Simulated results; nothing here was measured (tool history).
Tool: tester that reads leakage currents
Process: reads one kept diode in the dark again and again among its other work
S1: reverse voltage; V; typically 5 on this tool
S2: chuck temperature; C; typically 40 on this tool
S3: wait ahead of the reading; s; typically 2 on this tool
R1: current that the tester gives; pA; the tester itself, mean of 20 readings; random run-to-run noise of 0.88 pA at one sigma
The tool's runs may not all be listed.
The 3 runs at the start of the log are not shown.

{"run": 4, "day": 4.4, "S1": 5, "S2": 40, "S3": 0.6, "R1": 294.79}
{"run": 5, "day": 6.467, "S1": 5, "S2": 40, "S3": 2.09, "R1": 293.22}
{"run": 6, "day": 7.483, "S1": 5, "S2": 30, "S3": 2, "R1": 131.1}
{"run": 7, "day": 8.529, "S1": 5, "S2": 30, "S3": 2, "R1": 131.23}
{"run": 8, "day": 9.558, "S1": 5, "S2": 40, "S3": 2, "R1": 294.82}
{"run": 9, "day": 11.204, "S1": 5, "S2": 40, "S3": 1.64, "R1": 294.33}
{"run": 10, "day": 12.275, "S1": 5, "S2": 40, "S3": 1.64, "R1": 292.24}
{"run": 11, "day": 13.308, "S1": 5, "S2": 40, "S3": 1.64, "R1": 293.71}
{"run": 12, "day": 15.129, "S1": 5, "S2": 40, "S3": 1.64, "R1": 295.12}
{"run": 13, "day": 16.708, "S1": 5, "S2": 40, "S3": 1.64, "R1": 295.14}
{"run": 14, "day": 18.575, "S1": 5, "S2": 40, "S3": 2, "R1": 293.32}
{"run": 15, "day": 19.6, "S1": 5, "S2": 40, "S3": 2, "R1": 293.75}
{"run": 16, "day": 21.458, "S1": 5, "S2": 47, "S3": 2, "R1": 502.01}
{"run": 17, "day": 23.529, "S1": 15.99, "S2": 40, "S3": 2, "R1": 419.3}
{"run": 18, "day": 25.421, "S1": 15.99, "S2": 40, "S3": 2, "R1": 421.73}
{"run": 19, "day": 27.546, "S1": 15.99, "S2": 40, "S3": 2, "R1": 420.71}
{"run": 20, "day": 28.879, "S1": 1.44, "S2": 60, "S3": 0.65, "R1": 879.41}
{"run": 21, "day": 29.921, "S1": 1.44, "S2": 48, "S3": 4.43, "R1": 368.87}

Expected results for the next run?
{"run": 22, "day": 31.542, "S1": 2.49, "S2": 40, "S3": 2, "R1": "?"}

{"run 22": {"R1": 237.69}}
With the hidden condition absent and the run-to-run variation left alone, this run would have shown R1 237.49 pA.
